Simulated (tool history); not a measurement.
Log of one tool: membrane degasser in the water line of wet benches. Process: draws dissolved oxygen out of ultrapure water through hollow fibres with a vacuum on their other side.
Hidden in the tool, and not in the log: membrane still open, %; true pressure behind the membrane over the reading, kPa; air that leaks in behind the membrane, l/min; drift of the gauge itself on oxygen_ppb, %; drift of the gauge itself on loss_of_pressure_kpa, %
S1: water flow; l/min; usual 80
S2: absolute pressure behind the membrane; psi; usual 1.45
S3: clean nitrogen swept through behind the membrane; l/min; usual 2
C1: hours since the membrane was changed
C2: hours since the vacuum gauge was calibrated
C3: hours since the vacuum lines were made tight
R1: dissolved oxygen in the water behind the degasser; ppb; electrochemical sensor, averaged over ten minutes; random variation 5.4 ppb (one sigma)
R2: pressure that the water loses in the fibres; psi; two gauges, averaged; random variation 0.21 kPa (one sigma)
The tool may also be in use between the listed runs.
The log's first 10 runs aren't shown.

run,hour,S1,S2,S3,C1,C2,C3,R1,R2
11,1786.1,80,1.45,0.91,6720,1223,608,917.6,7.478
12,1890.6,80,1.45,0.91,6824,1327,712,939.6,7.498
13,2112.7,80,1.45,0.91,7046,1549,934,939.1,7.462
14,2347.6,80,1.45,2,7281,1784,1169,557.5,7.49
15,2547.1,80,1.45,2,7481,1984,1369,541.5,7.542
16,2723.9,80,1.45,2,7657,2160,1546,538.1,7.438
17,2874.2,80,1.45,2,7808,2311,1696,548.7,7.5
18,3045.8,78,1.2,1.48,7979,2482,1868,523.3,7.269
19,3294.8,80,1.45,4.41,8228,2731,2117,298.1,7.546
20,3525.8,74,1.45,2,8459,2962,2348,513,6.939
21,3682.3,126,2.12,2,8616,3119,2504,1270.2,11.808
22,3872,54,2.68,1.67,8805,3309,2694,956.2,5.072
23,4006.5,54,2.68,1.67,8940,3443,2828,940.9,5.076
24,4229.8,97,1.45,1.96,9163,3666,3052,679.4,9.136
25,4461.4,97,1.84,2.97,9395,3898,3283,672.4,9.185
26,4704.8,97,1.84,2.97,9638,4141,3526,667.7,9.137
27,4896.8,97,1.84,2.97,9830,4333,3719,679.8,9.155
28,5147.3,97,1.84,2.97,10081,4584,3969,685.5,9.22
29,5374.2,97,1.84,2.97,10308,4811,4196,678.8,9.23
30,5510.7,56,1.84,1.04,10444,4947,4332,913.8,5.292
31,5748.2,56,1.84,1.04,10682,5185,4570,922.2,5.259

4 ways to go on from here, each from the tool as it stands after run 31. What would each give?
A,5909.8,85,1.6,1.21,10843,5346,4732,?,?
B,5909.8,75,1.09,2.11,10843,5346,4732,?,?
C,5909.8,53,2.97,2.34,10843,5346,4732,?,?
D,5909.8,104,1.84,1.04,10843,5346,4732,?,?

run,R1,R2
A,945.1,8.077
B,347.6,7.142
C,814.4,5.023
D,1432.4,9.932
Without the tool's hidden state the same runs would have given:
run,R1,R2
A,903.5,7.72
B,318.9,6.828
C,796.9,4.801
D,1380.1,9.496

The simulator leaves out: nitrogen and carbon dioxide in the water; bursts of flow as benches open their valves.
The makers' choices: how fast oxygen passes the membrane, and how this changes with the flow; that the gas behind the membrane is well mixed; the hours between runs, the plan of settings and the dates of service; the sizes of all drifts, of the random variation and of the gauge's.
